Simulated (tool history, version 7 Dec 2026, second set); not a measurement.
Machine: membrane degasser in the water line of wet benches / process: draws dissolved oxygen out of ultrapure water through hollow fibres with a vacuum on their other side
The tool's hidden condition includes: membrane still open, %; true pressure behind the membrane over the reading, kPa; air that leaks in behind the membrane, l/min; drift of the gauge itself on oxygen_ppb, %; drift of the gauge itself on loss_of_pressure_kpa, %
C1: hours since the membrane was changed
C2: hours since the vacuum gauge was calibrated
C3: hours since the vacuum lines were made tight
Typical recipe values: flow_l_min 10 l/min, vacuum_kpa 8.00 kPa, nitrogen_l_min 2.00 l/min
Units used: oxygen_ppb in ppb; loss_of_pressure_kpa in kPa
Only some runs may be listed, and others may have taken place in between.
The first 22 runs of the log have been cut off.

run 23 hour=1859.5 | flow_l_min=9 vacuum_kpa=12.68 nitrogen_l_min=1.92 | C1=5159 C2=2171 C3=850 | oxygen_ppb=216.7 loss_of_pressure_kpa=25.32
run 24 hour=1960.1 | flow_l_min=9 vacuum_kpa=16.01 nitrogen_l_min=1.31 | C1=5260 C2=2272 C3=951 | oxygen_ppb=320.5 loss_of_pressure_kpa=24.96
run 25 hour=2028.9 | flow_l_min=9 vacuum_kpa=16.01 nitrogen_l_min=1.31 | C1=5329 C2=2341 C3=1019 | oxygen_ppb=322.9 loss_of_pressure_kpa=25.54
run 26 hour=2128.7 | flow_l_min=12 vacuum_kpa=17.47 nitrogen_l_min=4.89 | C1=5428 C2=2441 C3=1119 | oxygen_ppb=290.8 loss_of_pressure_kpa=34.30
run 27 hour=2202.4 | flow_l_min=7 vacuum_kpa=19.89 nitrogen_l_min=2.00 | C1=5502 C2=2514 C3=1193 | oxygen_ppb=205.5 loss_of_pressure_kpa=19.86
run 28 hour=2289.9 | flow_l_min=8 vacuum_kpa=6.20 nitrogen_l_min=2.00 | C1=5590 C2=2602 C3=1280 | oxygen_ppb=116.4 loss_of_pressure_kpa=22.72
run 29 hour=2350.9 | flow_l_min=8 vacuum_kpa=14.05 nitrogen_l_min=2.00 | C1=5651 C2=2663 C3=1341 | oxygen_ppb=193.6 loss_of_pressure_kpa=22.83
run 30 hour=2431.5 | flow_l_min=10 vacuum_kpa=6.78 nitrogen_l_min=2.00 | C1=5731 C2=2743 C3=1422 | oxygen_ppb=188.1 loss_of_pressure_kpa=28.24

3 ways to go on from here, each from the tool as it stands after run 30. What would each give?
run A hour=2544.9 | flow_l_min=9 vacuum_kpa=11.08 nitrogen_l_min=0.83 | C1=5845 C2=2857 C3=1535 | oxygen_ppb=? loss_of_pressure_kpa=?
run B hour=2544.9 | flow_l_min=13 vacuum_kpa=16.96 nitrogen_l_min=1.27 | C1=5845 C2=2857 C3=1535 | oxygen_ppb=? loss_of_pressure_kpa=?
run C hour=2544.9 | flow_l_min=10 vacuum_kpa=10.65 nitrogen_l_min=2.00 | C1=5845 C2=2857 C3=1535 | oxygen_ppb=? loss_of_pressure_kpa=?

run=A oxygen_ppb=314.2 loss_of_pressure_kpa=25.58
run=B oxygen_ppb=546.0 loss_of_pressure_kpa=36.72
run=C oxygen_ppb=237.1 loss_of_pressure_kpa=27.98
With the hidden condition removed and each run's random variation left untouched, the same runs would have given:
run=A oxygen_ppb=277.3 loss_of_pressure_kpa=23.78
run=B oxygen_ppb=487.5 loss_of_pressure_kpa=34.14
run=C oxygen_ppb=196.2 loss_of_pressure_kpa=26.00
